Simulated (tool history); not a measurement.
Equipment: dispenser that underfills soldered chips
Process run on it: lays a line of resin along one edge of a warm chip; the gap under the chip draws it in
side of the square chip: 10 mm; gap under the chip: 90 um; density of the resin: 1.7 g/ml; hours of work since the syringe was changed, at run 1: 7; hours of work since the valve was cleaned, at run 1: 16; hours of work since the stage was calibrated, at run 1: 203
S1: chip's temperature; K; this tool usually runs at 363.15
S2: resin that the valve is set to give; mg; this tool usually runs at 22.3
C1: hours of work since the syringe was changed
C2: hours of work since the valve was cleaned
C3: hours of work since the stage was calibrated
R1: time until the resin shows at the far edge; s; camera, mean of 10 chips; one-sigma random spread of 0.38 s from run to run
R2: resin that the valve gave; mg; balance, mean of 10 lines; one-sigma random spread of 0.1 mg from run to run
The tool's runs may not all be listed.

| run | hour | S1 | S2 | C1 | C2 | C3 | R1 | R2 |
|---|---|---|---|---|---|---|---|---|
| 1 | 0 | 363.15 | 22.3 | 7 | 16 | 203 | 38.5 | 22.09 |
|  | 3.3 | new syringe of resin |
| 2 | 13.4 | 363.15 | 22.3 | 8 | 26 | 213 | 40.8 | 21.71 |
|  | 15.8 | new syringe of resin |
|  | 28.5 | new syringe of resin |
| 3 | 29.4 | 363.15 | 22.3 | 1 | 38 | 225 | 24.5 | 21.72 |
| 4 | 39.6 | 363.15 | 22.3 | 9 | 46 | 233 | 45.3 | 21.36 |
|  | 41.5 | new syringe of resin |
|  | 53.7 | new syringe of resin |
| 5 | 55.9 | 363.15 | 22.3 | 2 | 59 | 246 | 27.3 | 21.43 |
|  | 65.9 | new syringe of resin |
| 6 | 71.7 | 363.15 | 22.3 | 5 | 71 | 258 | 33.3 | 21.14 |
|  | 78.5 | new syringe of resin |
| 7 | 80.8 | 363.15 | 22.3 | 2 | 78 | 265 | 26.8 | 21.26 |
|  | 90.8 | new syringe of resin |
| 8 | 95 | 363.15 | 22.3 | 3 | 89 | 276 | 29.2 | 21.08 |
|  | 102.9 | new syringe of resin |
| 9 | 108.2 | 363.15 | 22.3 | 4 | 99 | 286 | 33.7 | 20.78 |
|  | 114.6 | new syringe of resin |
| 10 | 126 | 363.15 | 22.3 | 9 | 113 | 300 | 46.2 | 20.46 |
|  | 127.5 | new syringe of resin |
| 11 | 135.8 | 363.15 | 27.3 | 7 | 121 | 308 | 37.2 | 25.12 |
|  | 139.8 | new syringe of resin |
| 12 | 144.2 | 363.15 | 22.3 | 3 | 127 | 314 | 30.8 | 20.38 |
|  | 151.8 | new syringe of resin |
|  | 154.3 | dispensing valve cleaned and set on the balance |
| 13 | 161 | 363.15 | 22.3 | 6 | 5 | 326 | 38 | 22.14 |
|  | 165.5 | new syringe of resin |
| 14 | 169.7 | 363.15 | 22.3 | 3 | 12 | 333 | 31.3 | 22.04 |
|  | 177.5 | new syringe of resin |
| 15 | 186.2 | 375.15 | 26.2 | 7 | 25 | 346 | 24.6 | 25.91 |
|  | 189.7 | new syringe of resin |
| 16 | 200.5 | 372.15 | 26 | 9 | 36 | 357 | 30.8 | 25.45 |
|  | 202.1 | new syringe of resin |
| 17 | 210.5 | 372.15 | 26 | 7 | 43 | 364 | 27.9 | 25.01 |
|  | 214 | new syringe of resin |
| 18 | 218.4 | 372.15 | 26 | 3 | 49 | 370 | 22.3 | 24.88 |
|  | 225.9 | new syringe of resin |
| 19 | 226.3 | 364.15 | 26 | 0 | 55 | 376 | 23.7 | 25.02 |
|  | 237.7 | new syringe of resin |
| 20 | 239.1 | 357.15 | 22.3 | 1 | 65 | 386 | 32.6 | 21.24 |
|  | 250.8 | new syringe of resin |
| 21 | 251.1 | 376.15 | 25.8 | 0 | 75 | 396 | 15.9 | 24.16 |
|  | 262.6 | new syringe of resin |
| 22 | 262.7 | 373.15 | 20 | 0 | 84 | 404 | 17.9 | 18.73 |
|  | 274.5 | new syringe of resin |
| 23 | 276 | 363.15 | 19.8 | 1 | 94 | 415 | 28 | 18.45 |
|  | 287.2 | new syringe of resin |
| 24 | 293.7 | 374.15 | 21.1 | 5 | 108 | 428 | 23.8 | 19.4 |

Alternative continuations, all from the tool just after run 24; predict every row:
|  | 300 | new syringe of resin |
| A | 309.4 | 373.15 | 22 | 7 | 120 | 441 | ? | ? |
|  | 300 | new syringe of resin |
| B | 309.4 | 352.15 | 25.1 | 7 | 120 | 441 | ? | ? |
|  | 300 | new syringe of resin |
| C | 309.4 | 365.15 | 23.1 | 7 | 120 | 441 | ? | ? |
|  | 300 | new syringe of resin |
| D | 309.4 | 372.15 | 21.5 | 7 | 120 | 441 | ? | ? |
|  | 300 | new syringe of resin |
| E | 309.4 | 355.15 | 20.1 | 7 | 120 | 441 | ? | ? |

| run | R1 | R2 |
|---|---|---|
| A | 28.5 | 20.14 |
| B | 59.5 | 22.88 |
| C | 38.1 | 21.01 |
| D | 29.6 | 19.61 |
| E | 57 | 18.45 |
With the hidden condition removed and each run's random variation left untouched, the same runs would have given:
| run | R1 | R2 |
|---|---|---|
| A | 15.8 | 22.08 |
| B | 33.1 | 25.08 |
| C | 21.4 | 23.04 |
| D | 16.5 | 21.51 |
| E | 31.2 | 20.22 |
